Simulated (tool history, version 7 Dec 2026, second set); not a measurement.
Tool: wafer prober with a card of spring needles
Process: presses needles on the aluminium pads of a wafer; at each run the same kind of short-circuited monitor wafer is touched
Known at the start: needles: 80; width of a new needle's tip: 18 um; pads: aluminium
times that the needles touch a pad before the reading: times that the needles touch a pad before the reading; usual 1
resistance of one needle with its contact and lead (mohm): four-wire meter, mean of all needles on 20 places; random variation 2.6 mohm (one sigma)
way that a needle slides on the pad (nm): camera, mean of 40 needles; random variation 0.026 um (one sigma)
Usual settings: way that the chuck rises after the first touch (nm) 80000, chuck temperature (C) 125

| run | hour | way that the chuck rises after the first touch (nm) | chuck temperature (C) | times that the needles touch a pad before the reading | resistance of one needle with its contact and lead (mohm) | way that a needle slides on the pad (nm) |
|---|---|---|---|---|---|---|
| 1 | 0.0 | 80000 | 125 | 1 | 420 | 12960 |
| 2 | 21.1 | 80000 | 125 | 1 | 457 | 12940 |
| 3 | 37.8 | 80000 | 125 | 1 | 307 | 12910 |
| 4 | 53.9 | 80000 | 125 | 1 | 347 | 12920 |
| 5 | 70.0 | 80000 | 125 | 1 | 379 | 12890 |
| 6 | 82.4 | 62000 | 125 | 1 | 403 | 10000 |
| 7 | 108.6 | 62000 | 125 | 1 | 546 | 9950 |
| 8 | 124.3 | 62000 | 125 | 1 | 560 | 9950 |
| 9 | 146.1 | 62000 | 125 | 1 | 488 | 9920 |
| 10 | 158.4 | 62000 | 125 | 1 | 430 | 9920 |
| 11 | 177.5 | 62000 | 125 | 1 | 505 | 9910 |
| 12 | 203.8 | 80000 | 125 | 1 | 392 | 12770 |
| 13 | 222.4 | 80000 | 45 | 2 | 373 | 12790 |
| 14 | 238.1 | 80000 | 45 | 2 | 367 | 12740 |
| 15 | 259.0 | 80000 | 45 | 2 | 389 | 12760 |
| 16 | 284.1 | 80000 | 45 | 2 | 367 | 12730 |
| 17 | 309.3 | 71000 | 47 | 1 | 380 | 11300 |
| 18 | 333.3 | 71000 | 47 | 2 | 415 | 11290 |
| 19 | 354.6 | 71000 | 47 | 2 | 342 | 11530 |
| 20 | 367.3 | 82000 | 94 | 2 | 305 | 13290 |
| 21 | 384.2 | 82000 | 51 | 2 | 325 | 13270 |
| 22 | 395.5 | 97000 | 106 | 2 | 357 | 15720 |
| 23 | 409.2 | 97000 | 106 | 2 | 359 | 15740 |
| 24 | 425.2 | 66000 | 125 | 2 | 441 | 10650 |

Taken out of this log: 30 entries between the listed runs. Where each belongs, and how the hidden state differs across it:
Between runs 1 and 2: tips cleaned on abrasive film (hour 7.7)
  debris on the tips, nm: 73.1 -> 95; way that the needles fall short of the set height, um: 0.24 -> 0.28; tips' diameter, um: 19 -> 19.02
  measured less the result without the state, resistance of one needle with its contact and lead (mohm): +119 -> +155; way that a needle slides on the pad (nm): -40 -> -40
Between runs 2 and 3: tips cleaned on abrasive film (hour 23.1); tips cleaned on abrasive film (hour 37.8)
  debris on the tips, nm: 95 -> 4.9; way that the needles fall short of the set height, um: 0.28 -> 0.37; tips' diameter, um: 19.02 -> 19.05
  measured less the result without the state, resistance of one needle with its contact and lead (mohm): +155 -> +9; way that a needle slides on the pad (nm): -40 -> -60
Between runs 3 and 4: tips cleaned on abrasive film (hour 52.1)
  debris on the tips, nm: 4.9 -> 27.1; way that the needles fall short of the set height, um: 0.37 -> 0.41; tips' diameter, um: 19.05 -> 19.06
  measured less the result without the state, resistance of one needle with its contact and lead (mohm): +9 -> +46; way that a needle slides on the pad (nm): -60 -> -60
Between runs 4 and 5: tips cleaned on abrasive film (hour 66.6)
  debris on the tips, nm: 27.1 -> 47.3; way that the needles fall short of the set height, um: 0.41 -> 0.47; tips' diameter, um: 19.06 -> 19.08
  measured less the result without the state, resistance of one needle with its contact and lead (mohm): +46 -> +79; way that a needle slides on the pad (nm): -60 -> -80
Between runs 5 and 6: tips cleaned on abrasive film (hour 80.9)
  debris on the tips, nm: 47.3 -> 33.1; way that the needles fall short of the set height, um: 0.47 -> 0.53; tips' diameter, um: 19.08 -> 19.1
  measured less the result without the state, resistance of one needle with its contact and lead (mohm): +79 -> +90; way that a needle slides on the pad (nm): -80 -> -90
Between runs 6 and 7: tips cleaned on abrasive film (hour 96.7)
  debris on the tips, nm: 33.1 -> 89.2; way that the needles fall short of the set height, um: 0.53 -> 0.58; tips' diameter, um: 19.1 -> 19.12
  measured less the result without the state, resistance of one needle with its contact and lead (mohm): +90 -> +238; way that a needle slides on the pad (nm): -90 -> -100
Between runs 7 and 8: tips cleaned on abrasive film (hour 111.2)
  debris on the tips, nm: 89.2 -> 91.5; way that the needles fall short of the set height, um: 0.58 -> 0.64; tips' diameter, um: 19.12 -> 19.14
  measured less the result without the state, resistance of one needle with its contact and lead (mohm): +238 -> +247; way that a needle slides on the pad (nm): -100 -> -100
Between runs 8 and 9: tips cleaned on abrasive film (hour 125.8); tips cleaned on abrasive film (hour 140.2)
  debris on the tips, nm: 91.5 -> 63.2; way that the needles fall short of the set height, um: 0.64 -> 0.73; tips' diameter, um: 19.14 -> 19.17
  measured less the result without the state, resistance of one needle with its contact and lead (mohm): +247 -> +173; way that a needle slides on the pad (nm): -100 -> -110
Between runs 9 and 10: tips cleaned on abrasive film (hour 154.6)
  debris on the tips, nm: 63.2 -> 44.4; way that the needles fall short of the set height, um: 0.73 -> 0.79; tips' diameter, um: 19.17 -> 19.19
  measured less the result without the state, resistance of one needle with its contact and lead (mohm): +173 -> +121; way that a needle slides on the pad (nm): -110 -> -130
Between runs 10 and 11: tips cleaned on abrasive film (hour 169.7)
  debris on the tips, nm: 44.4 -> 70.6; way that the needles fall short of the set height, um: 0.79 -> 0.85; tips' diameter, um: 19.19 -> 19.21
  measured less the result without the state, resistance of one needle with its contact and lead (mohm): +121 -> +193; way that a needle slides on the pad (nm): -130 -> -140
Between runs 11 and 12: tips cleaned on abrasive film (hour 184.6); tips cleaned on abrasive film (hour 198.9)
  debris on the tips, nm: 70.6 -> 55.2; way that the needles fall short of the set height, um: 0.85 -> 0.96; tips' diameter, um: 19.21 -> 19.25
  measured less the result without the state, resistance of one needle with its contact and lead (mohm): +193 -> +94; way that a needle slides on the pad (nm): -140 -> -160
Between runs 12 and 13: tips cleaned on abrasive film (hour 214.7); height of the first contact set anew (hour 222.4)
  debris on the tips, nm: 55.2 -> 77.2; way that the needles fall short of the set height, um: 0.96 -> 1.29; tips' diameter, um: 19.25 -> 19.27
  measured less the result without the state, resistance of one needle with its contact and lead (mohm): +94 -> +93; way that a needle slides on the pad (nm): -160 -> -210
Between runs 13 and 14: tips cleaned on abrasive film (hour 230.1)
  debris on the tips, nm: 77.2 -> 74.4; way that the needles fall short of the set height, um: 1.29 -> 1.36; tips' diameter, um: 19.27 -> 19.3
  measured less the result without the state, resistance of one needle with its contact and lead (mohm): +93 -> +89; way that a needle slides on the pad (nm): -210 -> -220
Between runs 14 and 15: tips cleaned on abrasive film (hour 245.6)
  debris on the tips, nm: 74.4 -> 93; way that the needles fall short of the set height, um: 1.36 -> 1.4; tips' diameter, um: 19.3 -> 19.31
  measured less the result without the state, resistance of one needle with its contact and lead (mohm): +89 -> +111; way that a needle slides on the pad (nm): -220 -> -230
Between runs 15 and 16: tips cleaned on abrasive film (hour 260.5); tips cleaned on abrasive film (hour 275.9)
  debris on the tips, nm: 93 -> 75; way that the needles fall short of the set height, um: 1.4 -> 1.5; tips' diameter, um: 19.31 -> 19.35
  measured less the result without the state, resistance of one needle with its contact and lead (mohm): +111 -> +90; way that a needle slides on the pad (nm): -230 -> -250
Between runs 16 and 17: tips cleaned on abrasive film (hour 292.3); tips cleaned on abrasive film (hour 306.7)
  debris on the tips, nm: 75 -> 38.5; way that the needles fall short of the set height, um: 1.5 -> 1.6; tips' diameter, um: 19.35 -> 19.38
  measured less the result without the state, resistance of one needle with its contact and lead (mohm): +90 -> +98; way that a needle slides on the pad (nm): -250 -> -260
Between runs 17 and 18: tips cleaned on abrasive film (hour 321.5)
  debris on the tips, nm: 38.5 -> 90.1; way that the needles fall short of the set height, um: 1.6 -> 1.65; tips' diameter, um: 19.38 -> 19.4
  measured less the result without the state, resistance of one needle with its contact and lead (mohm): +98 -> +135; way that a needle slides on the pad (nm): -260 -> -270
Between runs 18 and 19: tips cleaned on abrasive film (hour 336.8); height of the first contact set anew, once more (hour 344.8); tips cleaned on abrasive film (hour 352.3)
  debris on the tips, nm: 90.1 -> 42.7; way that the needles fall short of the set height, um: 1.65 -> 0.04; tips' diameter, um: 19.4 -> 19.43
  measured less the result without the state, resistance of one needle with its contact and lead (mohm): +135 -> +62; way that a needle slides on the pad (nm): -270 -> -10
Between runs 19 and 20: tips cleaned on abrasive film (hour 367.3)
  debris on the tips, nm: 42.7 -> 9.9; way that the needles fall short of the set height, um: 0.04 -> 0.09; tips' diameter, um: 19.43 -> 19.45
  measured less the result without the state, resistance of one needle with its contact and lead (mohm): +62 -> +12; way that a needle slides on the pad (nm): -10 -> -20
Between runs 20 and 21: tips cleaned on abrasive film (hour 382.1)
  debris on the tips, nm: 9.9 -> 39.6; way that the needles fall short of the set height, um: 0.09 -> 0.14; tips' diameter, um: 19.45 -> 19.47
  measured less the result without the state, resistance of one needle with its contact and lead (mohm): +12 -> +45; way that a needle slides on the pad (nm): -20 -> -20
Between runs 22 and 23: tips cleaned on abrasive film (hour 397.2)
  debris on the tips, nm: 93 -> 89.1; way that the needles fall short of the set height, um: 0.14 -> 0.19; tips' diameter, um: 19.47 -> 19.48
  measured less the result without the state, resistance of one needle with its contact and lead (mohm): +69 -> +68; way that a needle slides on the pad (nm): -20 -> -30
Between runs 23 and 24: tips cleaned on abrasive film (hour 413.2)
  debris on the tips, nm: 89.1 -> 90.9; way that the needles fall short of the set height, um: 0.19 -> 0.23; tips' diameter, um: 19.48 -> 19.5
  measured less the result without the state, resistance of one needle with its contact and lead (mohm): +68 -> +134; way that a needle slides on the pad (nm): -30 -> -30
